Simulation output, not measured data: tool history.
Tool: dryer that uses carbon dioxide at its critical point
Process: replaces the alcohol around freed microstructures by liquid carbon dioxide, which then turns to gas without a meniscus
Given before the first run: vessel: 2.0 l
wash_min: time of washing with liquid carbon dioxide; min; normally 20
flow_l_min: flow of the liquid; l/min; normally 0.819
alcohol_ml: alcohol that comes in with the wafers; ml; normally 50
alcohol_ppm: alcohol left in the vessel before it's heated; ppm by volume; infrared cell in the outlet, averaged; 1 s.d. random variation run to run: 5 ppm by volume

run,hour,wash_min,flow_l_min,alcohol_ml,alcohol_ppm
1,0.0,20,0.819,50,101
2,11.4,20,0.819,83,124
3,18.6,20,0.819,83,121
4,27.2,20,0.819,83,123
5,36.6,20,0.819,83,132
6,44.2,20,0.819,101,137
7,56.5,20,0.819,50,121
8,69.0,20,0.819,50,125
9,79.9,20,0.819,50,128
10,86.5,20,0.819,50,129
11,95.4,20,0.819,50,130
12,105.6,20,0.819,50,119
13,113.5,20,0.819,50,124
14,119.5,20,0.819,50,115
15,124.5,20,0.819,50,136
16,132.3,20,0.819,50,122
17,144.2,20,0.819,50,138
18,156.6,20,0.819,50,139
19,164.1,20,0.819,33,133
20,169.9,20,0.819,33,144
21,176.1,20,0.819,50,146
22,186.4,20,0.819,50,138
23,193.3,20,0.819,50,152
24,201.6,13,0.676,27,429
25,211.1,13,0.676,27,449
26,222.5,13,0.529,93,2631
27,228.4,13,0.529,93,2709
28,236.3,20,1.243,24,128
29,246.1,20,1.243,24,125
30,255.5,20,1.243,90,147
31,264.5,20,1.243,90,137
32,274.5,16,1.162,41,151
33,282.5,21,0.558,36,267
34,293.8,27,1.086,43,142
35,302.7,20,1.077,50,137
36,308.0,20,1.077,50,145
37,320.4,24,0.569,70,260
38,327.0,16,1.297,40,142
39,337.1,16,1.297,39,154
40,344.7,32,1.267,50,155
41,352.1,20,0.659,50,242
42,359.4,20,1.364,50,160
43,371.9,19,1.025,80,172
44,379.1,19,1.025,80,165
45,389.5,20,0.758,32,185
46,401.8,12,1.157,91,270

Per-run results on a tool with no hidden state, each run keeping its own random variation:
Hidden state present: flow that reaches the vessel past the clogged filter, %; alcohol in the recycled carbon dioxide, ppm; drift of the gauge itself on alcohol_ppm, %.
run,alcohol_ppm
1,15
2,30
3,28
4,29
5,36
6,36
7,22
8,25
9,25
10,27
11,26
12,14
13,18
14,8
15,28
16,11
17,25
18,22
19,18
20,26
21,21
22,17
23,24
24,260
25,274
26,2192
27,2254
28,4
29,1
30,19
31,2
32,14
33,105
34,4
35,0
36,6
37,86
38,1
39,10
40,8
41,73
42,7
43,13
44,9
45,21
46,79

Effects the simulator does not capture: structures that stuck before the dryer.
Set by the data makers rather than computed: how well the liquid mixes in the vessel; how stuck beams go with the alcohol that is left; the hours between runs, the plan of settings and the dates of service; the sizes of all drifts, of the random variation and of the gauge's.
